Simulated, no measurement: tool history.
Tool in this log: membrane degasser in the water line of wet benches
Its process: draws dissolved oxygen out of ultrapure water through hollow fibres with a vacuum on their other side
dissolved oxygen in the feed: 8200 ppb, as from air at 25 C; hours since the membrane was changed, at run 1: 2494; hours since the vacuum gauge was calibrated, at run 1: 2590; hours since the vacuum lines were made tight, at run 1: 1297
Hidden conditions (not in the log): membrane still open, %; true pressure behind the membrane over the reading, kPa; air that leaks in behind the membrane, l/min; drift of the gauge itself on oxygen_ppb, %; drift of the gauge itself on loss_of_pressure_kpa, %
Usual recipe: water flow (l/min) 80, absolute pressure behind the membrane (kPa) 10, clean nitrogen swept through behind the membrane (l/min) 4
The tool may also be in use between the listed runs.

| run | hour | water flow (l/min) | absolute pressure behind the membrane (kPa) | clean nitrogen swept through behind the membrane (l/min) | hours since the membrane was changed | hours since the vacuum gauge was calibrated | hours since the vacuum lines were made tight | dissolved oxygen in the water behind the degasser (ppb) | pressure that the water loses in the fibres (kPa) |
|---|---|---|---|---|---|---|---|---|---|
| 1 | 0 | 80 | 10 | 4 | 2494 | 2590 | 1297 | 295.6 | 33.45 |
| 2 | 33 | 80 | 10 | 4 | 2527 | 2623 | 1330 | 296 | 33.02 |
| 3 | 85.8 | 80 | 10 | 4 | 2580 | 2676 | 1382 | 295.7 | 33.35 |
| 4 | 152.9 | 106 | 10 | 4 | 2647 | 2743 | 1449 | 376.7 | 43.93 |
| 5 | 214.3 | 106 | 10 | 4 | 2708 | 2804 | 1511 | 377.8 | 43.8 |
| 6 | 277.5 | 106 | 10 | 4 | 2771 | 2867 | 1574 | 380.3 | 43.75 |
| 7 | 326.2 | 80 | 10 | 4 | 2820 | 2916 | 1623 | 297.3 | 32.72 |
| 8 | 374.9 | 80 | 10 | 4 | 2869 | 2965 | 1672 | 296.3 | 32.61 |
| 9 | 429.1 | 80 | 10 | 2.02 | 2923 | 3019 | 1726 | 516.9 | 33.22 |
| 10 | 476.9 | 80 | 10 | 4 | 2971 | 3067 | 1774 | 295.9 | 32.91 |
| 11 | 543.8 | 80 | 10.5 | 4 | 3038 | 3134 | 1840 | 315.4 | 32.62 |
| 12 | 609.4 | 63 | 10 | 4 | 3103 | 3199 | 1906 | 239 | 25.7 |
| 13 | 654.1 | 76 | 10 | 4 | 3148 | 3244 | 1951 | 283.7 | 30.9 |
| 14 | 693.2 | 49 | 15.4 | 4 | 3187 | 3283 | 1990 | 336.9 | 19.88 |
| 15 | 761.3 | 49 | 15.4 | 4 | 3255 | 3351 | 2058 | 335 | 20.03 |
| 16 | 827 | 90 | 10 | 3.84 | 3321 | 3417 | 2124 | 339.8 | 36.61 |
| 17 | 861.1 | 48 | 7.1 | 11.06 | 3355 | 3451 | 2158 | 42 | 19.26 |
| 18 | 932.5 | 48 | 15.8 | 9.45 | 3426 | 3522 | 2229 | 153.5 | 19.09 |
| 19 | 969.7 | 67 | 15.8 | 5.49 | 3463 | 3559 | 2266 | 344.8 | 26.93 |

Predict the results of run 20:
| 20 | 1026.6 | 80 | 12.5 | 5.19 | 3520 | 3616 | 2323 | ? | ? |

Run 20 gave dissolved oxygen in the water behind the degasser (ppb) 319, pressure that the water loses in the fibres (kPa) 32.46.
Had the tool carried no hidden state, the very same run would have given dissolved oxygen in the water behind the degasser (ppb) 318.9, pressure that the water loses in the fibres (kPa) 33.41.
